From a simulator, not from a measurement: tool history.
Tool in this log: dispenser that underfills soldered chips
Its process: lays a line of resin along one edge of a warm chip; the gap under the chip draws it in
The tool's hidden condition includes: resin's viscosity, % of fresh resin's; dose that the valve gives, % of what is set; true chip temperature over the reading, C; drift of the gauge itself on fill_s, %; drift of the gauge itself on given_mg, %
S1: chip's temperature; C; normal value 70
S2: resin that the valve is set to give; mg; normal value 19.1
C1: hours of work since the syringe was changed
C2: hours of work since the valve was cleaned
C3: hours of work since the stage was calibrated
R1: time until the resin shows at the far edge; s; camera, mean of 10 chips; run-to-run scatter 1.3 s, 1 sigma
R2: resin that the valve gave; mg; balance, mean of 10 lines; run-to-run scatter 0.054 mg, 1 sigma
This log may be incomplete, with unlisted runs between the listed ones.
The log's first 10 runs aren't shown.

-- hour=105.1 new syringe of resin
run 11 hour=111.7 | S1=70 S2=19.1 | C1=4 C2=52 C3=374 | R1=145.8 R2=18.74
-- hour=121.1 new syringe of resin
run 12 hour=125.1 | S1=70 S2=19.1 | C1=2 C2=60 C3=382 | R1=137.6 R2=18.62
run 13 hour=134.5 | S1=70 S2=19.1 | C1=8 C2=66 C3=388 | R1=182.2 R2=18.66
-- hour=136.3 new syringe of resin
run 14 hour=145.8 | S1=70 S2=19.1 | C1=6 C2=73 C3=395 | R1=158.7 R2=18.63
-- hour=151 new syringe of resin
run 15 hour=161.2 | S1=70 S2=19.1 | C1=6 C2=82 C3=405 | R1=160.1 R2=18.51
-- hour=165.9 new syringe of resin
run 16 hour=178 | S1=70 S2=19.1 | C1=8 C2=93 C3=415 | R1=170.7 R2=18.43
-- hour=181.5 new syringe of resin
run 17 hour=193.3 | S1=70 S2=19.1 | C1=7 C2=102 C3=424 | R1=169.6 R2=18.37
-- hour=196.6 new syringe of resin
run 18 hour=209.2 | S1=70 S2=19.1 | C1=8 C2=112 C3=434 | R1=176.6 R2=18.32
-- hour=211.7 new syringe of resin
-- hour=217.3 dispensing valve cleaned and set on the balance
run 19 hour=217.7 | S1=67 S2=19.1 | C1=3 C2=0 C3=439 | R1=146.4 R2=19.15

Forecast run 20:
run 20 hour=226.5 | S1=67 S2=19.1 | C1=9 C2=6 C3=444 | R1=? R2=?

Run 20 produced R1 190.5 s, R2 19.08 mg.
With the hidden condition absent and the run-to-run variation left alone, this run would have shown R1 137.2 s, R2 19.13 mg.

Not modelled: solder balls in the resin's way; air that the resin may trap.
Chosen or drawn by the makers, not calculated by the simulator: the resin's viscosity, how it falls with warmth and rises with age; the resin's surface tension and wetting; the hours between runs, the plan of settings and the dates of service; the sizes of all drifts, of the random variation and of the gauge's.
